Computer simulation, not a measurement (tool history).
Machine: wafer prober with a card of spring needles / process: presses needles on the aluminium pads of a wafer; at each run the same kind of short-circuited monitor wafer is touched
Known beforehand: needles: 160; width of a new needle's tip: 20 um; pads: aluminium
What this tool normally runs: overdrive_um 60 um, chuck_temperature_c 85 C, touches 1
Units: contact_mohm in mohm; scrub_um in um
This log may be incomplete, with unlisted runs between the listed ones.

run 1 hour=0.0 | overdrive_um=60 chuck_temperature_c=85 touches=1 | contact_mohm=198 scrub_um=8.464
-- hour=23.7 tips cleaned on abrasive film
run 2 hour=46.7 | overdrive_um=60 chuck_temperature_c=85 touches=1 | contact_mohm=235 scrub_um=8.449
-- hour=53.0 tips cleaned on abrasive film
-- hour=82.2 tips cleaned on abrasive film
-- hour=109.7 tips cleaned on abrasive film
run 3 hour=132.9 | overdrive_um=60 chuck_temperature_c=85 touches=1 | contact_mohm=231 scrub_um=8.404
-- hour=139.2 tips cleaned on abrasive film
-- hour=166.0 tips cleaned on abrasive film
-- hour=193.8 tips cleaned on abrasive film
-- hour=204.7 height of the first contact set anew
-- hour=220.6 tips cleaned on abrasive film
run 4 hour=224.9 | overdrive_um=60 chuck_temperature_c=85 touches=1 | contact_mohm=176 scrub_um=8.457
-- hour=248.7 tips cleaned on abrasive film
-- hour=276.6 tips cleaned on abrasive film
-- hour=302.3 tips cleaned on abrasive film
run 5 hour=313.3 | overdrive_um=60 chuck_temperature_c=85 touches=1 | contact_mohm=212 scrub_um=8.421
-- hour=329.6 tips cleaned on abrasive film
-- hour=355.1 tips cleaned on abrasive film
run 6 hour=357.7 | overdrive_um=69 chuck_temperature_c=85 touches=1 | contact_mohm=163 scrub_um=9.652
-- hour=385.0 tips cleaned on abrasive film
-- hour=409.9 height of the first contact set anew
-- hour=414.5 tips cleaned on abrasive film
run 7 hour=415.4 | overdrive_um=60 chuck_temperature_c=85 touches=1 | contact_mohm=150 scrub_um=8.444
-- hour=445.0 tips cleaned on abrasive film
run 8 hour=455.2 | overdrive_um=60 chuck_temperature_c=85 touches=1 | contact_mohm=208 scrub_um=8.423
-- hour=471.2 tips cleaned on abrasive film
-- hour=500.4 tips cleaned on abrasive film
run 9 hour=524.5 | overdrive_um=60 chuck_temperature_c=85 touches=1 | contact_mohm=239 scrub_um=8.404
-- hour=530.8 tips cleaned on abrasive film
-- hour=557.9 tips cleaned on abrasive film
-- hour=584.7 tips cleaned on abrasive film
run 10 hour=589.7 | overdrive_um=60 chuck_temperature_c=85 touches=2 | contact_mohm=167 scrub_um=8.364
-- hour=613.2 tips cleaned on abrasive film
-- hour=613.5 height of the first contact set anew
-- hour=641.7 tips cleaned on abrasive film
-- hour=671.2 tips cleaned on abrasive film
run 11 hour=671.2 | overdrive_um=60 chuck_temperature_c=85 touches=2 | contact_mohm=145 scrub_um=8.435
-- hour=696.7 tips cleaned on abrasive film
-- hour=727.8 tips cleaned on abrasive film
-- hour=754.5 tips cleaned on abrasive film
run 12 hour=759.4 | overdrive_um=60 chuck_temperature_c=30 touches=1 | contact_mohm=176 scrub_um=8.399
-- hour=783.1 tips cleaned on abrasive film
run 13 hour=806.3 | overdrive_um=60 chuck_temperature_c=30 touches=1 | contact_mohm=238 scrub_um=8.383
-- hour=811.1 tips cleaned on abrasive film
-- hour=816.4 height of the first contact set anew
-- hour=839.4 tips cleaned on abrasive film
-- hour=866.9 tips cleaned on abrasive film
run 14 hour=877.9 | overdrive_um=60 chuck_temperature_c=85 touches=1 | contact_mohm=214 scrub_um=8.440
-- hour=896.0 tips cleaned on abrasive film
run 15 hour=916.4 | overdrive_um=60 chuck_temperature_c=39 touches=1 | contact_mohm=238 scrub_um=8.422
-- hour=926.5 tips cleaned on abrasive film
-- hour=956.2 tips cleaned on abrasive film
run 16 hour=971.9 | overdrive_um=60 chuck_temperature_c=39 touches=1 | contact_mohm=233 scrub_um=8.396
-- hour=982.5 tips cleaned on abrasive film
-- hour=1013.5 tips cleaned on abrasive film
-- hour=1024.3 height of the first contact set anew
-- hour=1043.0 tips cleaned on abrasive film
run 17 hour=1060.8 | overdrive_um=44 chuck_temperature_c=85 touches=2 | contact_mohm=245 scrub_um=6.199
-- hour=1072.9 tips cleaned on abrasive film
-- hour=1100.5 tips cleaned on abrasive film
-- hour=1128.7 tips cleaned on abrasive film
run 18 hour=1153.1 | overdrive_um=52 chuck_temperature_c=51 touches=1 | contact_mohm=277 scrub_um=7.299
-- hour=1158.8 tips cleaned on abrasive film
-- hour=1188.1 tips cleaned on abrasive film
run 19 hour=1192.9 | overdrive_um=52 chuck_temperature_c=51 touches=1 | contact_mohm=202 scrub_um=7.262
-- hour=1214.3 tips cleaned on abrasive film
-- hour=1230.3 height of the first contact set anew
-- hour=1240.5 tips cleaned on abrasive film
-- hour=1267.8 tips cleaned on abrasive film
run 20 hour=1267.8 | overdrive_um=57 chuck_temperature_c=34 touches=2 | contact_mohm=138 scrub_um=8.008
-- hour=1294.5 tips cleaned on abrasive film
-- hour=1325.1 tips cleaned on abrasive film
run 21 hour=1341.5 | overdrive_um=45 chuck_temperature_c=91 touches=2 | contact_mohm=242 scrub_um=6.297
-- hour=1352.1 tips cleaned on abrasive film
-- hour=1382.0 tips cleaned on abrasive film
run 22 hour=1396.6 | overdrive_um=48 chuck_temperature_c=27 touches=2 | contact_mohm=217 scrub_um=6.684
-- hour=1409.1 tips cleaned on abrasive film
-- hour=1433.9 height of the first contact set anew
-- hour=1439.5 tips cleaned on abrasive film
-- hour=1465.0 tips cleaned on abrasive film
run 23 hour=1467.9 | overdrive_um=55 chuck_temperature_c=61 touches=3 | contact_mohm=152 scrub_um=7.754
-- hour=1491.7 tips cleaned on abrasive film
-- hour=1520.8 tips cleaned on abrasive film
run 24 hour=1526.2 | overdrive_um=71 chuck_temperature_c=61 touches=1 | contact_mohm=170 scrub_um=9.952
-- hour=1551.1 tips cleaned on abrasive film
-- hour=1576.5 tips cleaned on abrasive film
run 25 hour=1576.5 | overdrive_um=65 chuck_temperature_c=52 touches=2 | contact_mohm=138 scrub_um=9.099

Expected results for the next run?
-- hour=1603.7 tips cleaned on abrasive film
-- hour=1630.4 tips cleaned on abrasive film
-- hour=1636.9 height of the first contact set anew
-- hour=1658.8 tips cleaned on abrasive film
run 26 hour=1664.3 | overdrive_um=73 chuck_temperature_c=36 touches=2 | contact_mohm=? scrub_um=?

{"run 26": {"contact_mohm": 155, "scrub_um": 10.288}}
The same run, on a tool lacking any hidden state, would have yielded contact_mohm 129 mohm, scrub_um 10.299 um.
